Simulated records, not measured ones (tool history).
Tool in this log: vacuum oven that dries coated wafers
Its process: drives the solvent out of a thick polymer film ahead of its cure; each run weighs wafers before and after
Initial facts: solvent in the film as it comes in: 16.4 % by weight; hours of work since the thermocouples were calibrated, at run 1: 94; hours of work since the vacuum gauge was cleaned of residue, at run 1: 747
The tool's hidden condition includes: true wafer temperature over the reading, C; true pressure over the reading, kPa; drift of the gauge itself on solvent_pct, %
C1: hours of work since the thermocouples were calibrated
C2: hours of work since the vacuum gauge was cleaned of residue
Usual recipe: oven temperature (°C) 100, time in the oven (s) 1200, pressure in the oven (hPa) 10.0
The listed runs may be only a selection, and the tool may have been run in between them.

{"run": 1, "hour": 0.0, "oven temperature (°C)": 100, "time in the oven (s)": 1200, "pressure in the oven (hPa)": 10.0, "C1": 94, "C2": 747, "solvent left in the film (%)": 1.96}
{"run": 2, "hour": 16.8, "oven temperature (°C)": 100, "time in the oven (s)": 1200, "pressure in the oven (hPa)": 13.8, "C1": 106, "C2": 759, "solvent left in the film (%)": 2.15}
{"run": 3, "hour": 31.9, "oven temperature (°C)": 100, "time in the oven (s)": 1200, "pressure in the oven (hPa)": 13.8, "C1": 116, "C2": 770, "solvent left in the film (%)": 2.09}
{"run": 4, "hour": 50.4, "oven temperature (°C)": 100, "time in the oven (s)": 1200, "pressure in the oven (hPa)": 13.8, "C1": 130, "C2": 783, "solvent left in the film (%)": 2.11}
{"run": 5, "hour": 73.0, "oven temperature (°C)": 100, "time in the oven (s)": 1200, "pressure in the oven (hPa)": 13.8, "C1": 146, "C2": 799, "solvent left in the film (%)": 2.1}
{"run": 6, "hour": 93.0, "oven temperature (°C)": 100, "time in the oven (s)": 1200, "pressure in the oven (hPa)": 13.8, "C1": 160, "C2": 814, "solvent left in the film (%)": 2.12}
{"run": 7, "hour": 110.7, "oven temperature (°C)": 100, "time in the oven (s)": 1200, "pressure in the oven (hPa)": 10.0, "C1": 173, "C2": 826, "solvent left in the film (%)": 1.97}
{"run": 8, "hour": 130.4, "oven temperature (°C)": 100, "time in the oven (s)": 1200, "pressure in the oven (hPa)": 10.0, "C1": 187, "C2": 840, "solvent left in the film (%)": 1.97}
{"run": 9, "hour": 142.2, "oven temperature (°C)": 100, "time in the oven (s)": 1200, "pressure in the oven (hPa)": 10.0, "C1": 195, "C2": 849, "solvent left in the film (%)": 1.96}
{"run": 10, "hour": 158.9, "oven temperature (°C)": 100, "time in the oven (s)": 1200, "pressure in the oven (hPa)": 10.0, "C1": 207, "C2": 861, "solvent left in the film (%)": 1.96}
{"run": 11, "hour": 177.4, "oven temperature (°C)": 100, "time in the oven (s)": 1200, "pressure in the oven (hPa)": 15.3, "C1": 220, "C2": 874, "solvent left in the film (%)": 2.15}
{"run": 12, "hour": 197.7, "oven temperature (°C)": 96, "time in the oven (s)": 2100, "pressure in the oven (hPa)": 20.6, "C1": 235, "C2": 888, "solvent left in the film (%)": 1.65}
{"run": 13, "hour": 212.1, "oven temperature (°C)": 111, "time in the oven (s)": 2100, "pressure in the oven (hPa)": 20.6, "C1": 245, "C2": 899, "solvent left in the film (%)": 0.64}
{"hour": 216.5, "done": "oven's thermocouples calibrated"}
{"run": 14, "hour": 229.6, "oven temperature (°C)": 102, "time in the oven (s)": 1140, "pressure in the oven (hPa)": 20.6, "C1": 9, "C2": 910, "solvent left in the film (%)": 2.09}
{"run": 15, "hour": 255.8, "oven temperature (°C)": 102, "time in the oven (s)": 1140, "pressure in the oven (hPa)": 20.6, "C1": 28, "C2": 928, "solvent left in the film (%)": 2.12}
{"hour": 264.1, "done": "oven's thermocouples calibrated, once more"}
{"run": 16, "hour": 280.4, "oven temperature (°C)": 107, "time in the oven (s)": 1140, "pressure in the oven (hPa)": 34.9, "C1": 12, "C2": 944, "solvent left in the film (%)": 1.9}
{"run": 17, "hour": 294.5, "oven temperature (°C)": 99, "time in the oven (s)": 1140, "pressure in the oven (hPa)": 31.4, "C1": 22, "C2": 955, "solvent left in the film (%)": 3.29}
{"run": 18, "hour": 312.4, "oven temperature (°C)": 97, "time in the oven (s)": 1200, "pressure in the oven (hPa)": 10.0, "C1": 34, "C2": 967, "solvent left in the film (%)": 2.66}
{"run": 19, "hour": 338.4, "oven temperature (°C)": 97, "time in the oven (s)": 1200, "pressure in the oven (hPa)": 10.0, "C1": 53, "C2": 986, "solvent left in the film (%)": 2.65}
{"run": 20, "hour": 350.2, "oven temperature (°C)": 97, "time in the oven (s)": 1140, "pressure in the oven (hPa)": 10.0, "C1": 61, "C2": 994, "solvent left in the film (%)": 2.83}
{"run": 21, "hour": 363.3, "oven temperature (°C)": 97, "time in the oven (s)": 1140, "pressure in the oven (hPa)": 10.0, "C1": 71, "C2": 1004, "solvent left in the film (%)": 2.89}
{"run": 22, "hour": 374.9, "oven temperature (°C)": 97, "time in the oven (s)": 1140, "pressure in the oven (hPa)": 10.0, "C1": 79, "C2": 1012, "solvent left in the film (%)": 2.9}

3 options for the next run, each taken on its own from the tool as it stands now. Forecast them:
{"run": "A", "hour": 394.9, "oven temperature (°C)": 91, "time in the oven (s)": 1140, "pressure in the oven (hPa)": 10.3, "C1": 93, "C2": 1026, "solvent left in the film (%)": "?"}
{"run": "B", "hour": 394.9, "oven temperature (°C)": 90, "time in the oven (s)": 1200, "pressure in the oven (hPa)": 19.6, "C1": 93, "C2": 1026, "solvent left in the film (%)": "?"}
{"run": "C", "hour": 394.9, "oven temperature (°C)": 100, "time in the oven (s)": 1740, "pressure in the oven (hPa)": 10.0, "C1": 93, "C2": 1026, "solvent left in the film (%)": "?"}

run=A solvent_left_in_the_film_(%)=4.39
run=B solvent_left_in_the_film_(%)=4.90
run=C solvent_left_in_the_film_(%)=1.12
What these runs would have given with no unlogged condition in the tool:
run=A solvent_left_in_the_film_(%)=4.26
run=B solvent_left_in_the_film_(%)=4.76
run=C solvent_left_in_the_film_(%)=0.99
